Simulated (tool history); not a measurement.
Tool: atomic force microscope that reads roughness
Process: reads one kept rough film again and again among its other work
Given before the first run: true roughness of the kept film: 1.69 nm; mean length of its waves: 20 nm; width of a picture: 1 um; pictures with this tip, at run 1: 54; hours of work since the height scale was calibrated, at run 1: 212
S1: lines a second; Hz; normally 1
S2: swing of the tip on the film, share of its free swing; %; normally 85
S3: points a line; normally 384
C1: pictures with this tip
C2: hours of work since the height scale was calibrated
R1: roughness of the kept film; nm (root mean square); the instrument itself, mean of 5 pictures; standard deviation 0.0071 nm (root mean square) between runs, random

run   hour    S1  S2   S3   C1   C2     R1
  1      0     1  85  384   54  212  1.399
  2    8.2   3.2  85  384   66  215  1.223
  3   14.8   3.2  85  384   75  219  1.217
  4     26   3.2  85  384   91  224  1.205
  5     32   3.2  85  701  100  227  1.199
      44.1  -- new tip fitted
  6   44.6     1  85  384    0  232   1.45
  7   56.5     1  85  384   17  238   1.43
  8   68.5     1  85  384   35  244  1.401
  9   81.9     1  85  384   54  250  1.376
 10   88.2     1  85  384   63  253  1.378
 11   97.3     1  85  384   76  257  1.347
 12  104.6  0.72  55  520   87  261  1.417
 13  114.2  0.73  61  453  100  265  1.396
     116.4  -- height scale calibrated on a step standard
 14  126.1  0.73  61  453  116    5  1.379
     127.3  -- new tip fitted
 15  133.6  0.73  76  453    9    8  1.493
 16  142.4  1.01  85  383   22   12  1.422
 17  152.2  1.01  85  383   36   17  1.391
     163.8  -- height scale calibrated on a step standard, once more
 18  164.7  1.01  65  943   52    0   1.46
 19  175.4  1.19  85  384   68    6  1.357
 20  182.1  0.87  85  384   77    9  1.376

5 ways to go on from here, each from the tool as it stands after run 20. What would each give?
  A  190.2  2.44  85  568  89  13   ?
  B  190.2  3.35  74  312  89  13   ?
  C  190.2     1  85  547  89  13   ?
  D  190.2     1  90  384  89  13   ?
  E  190.2     1  57  384  89  13   ?

run     R1
  A  1.258
  B  1.269
  C  1.358
  D  1.331
  E  1.407
With the hidden condition removed and each run's random variation left untouched, the same runs would have given:
run     R1
  A  1.362
  B  1.375
  C  1.471
  D  1.442
  E  1.524
